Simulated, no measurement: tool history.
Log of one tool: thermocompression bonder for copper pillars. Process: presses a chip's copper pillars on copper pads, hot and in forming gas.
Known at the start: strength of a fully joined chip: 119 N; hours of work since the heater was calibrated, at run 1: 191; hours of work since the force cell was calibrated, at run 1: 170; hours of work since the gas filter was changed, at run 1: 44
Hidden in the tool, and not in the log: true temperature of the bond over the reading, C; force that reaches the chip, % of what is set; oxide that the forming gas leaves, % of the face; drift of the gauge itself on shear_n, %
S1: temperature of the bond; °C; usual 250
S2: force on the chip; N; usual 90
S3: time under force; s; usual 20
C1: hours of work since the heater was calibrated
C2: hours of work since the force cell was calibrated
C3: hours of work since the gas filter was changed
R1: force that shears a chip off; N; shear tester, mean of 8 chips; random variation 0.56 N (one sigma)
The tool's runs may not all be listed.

run	hour	S1	S2	S3	C1	C2	C3	R1
1	0.0	250	90	20	191	170	44	61.0
2	7.0	250	76	20	194	173	48	55.5
3	13.5	250	76	20	198	176	51	55.4
4	19.9	250	76	20	201	179	54	55.1
5	28.7	250	103	20	205	184	58	65.4
6	35.2	250	103	20	208	187	62	64.1
7	40.5	250	103	20	211	190	64	64.8
8	49.9	220	103	20	216	194	69	46.6
# hour 52.2: force cell calibrated
9	56.8	220	103	20	218	2	72	46.6
10	64.6	250	90	20	222	6	76	59.8
# hour 75.8: force cell calibrated, once more
11	75.8	250	90	20	227	0	80	60.4

The next listed run, before its measurement:
12	85.0	250	90	20	232	5	85	?

{"run 12": {"R1": 61.2}}
Without the tool's hidden state the same run would have given R1 62.9 N.
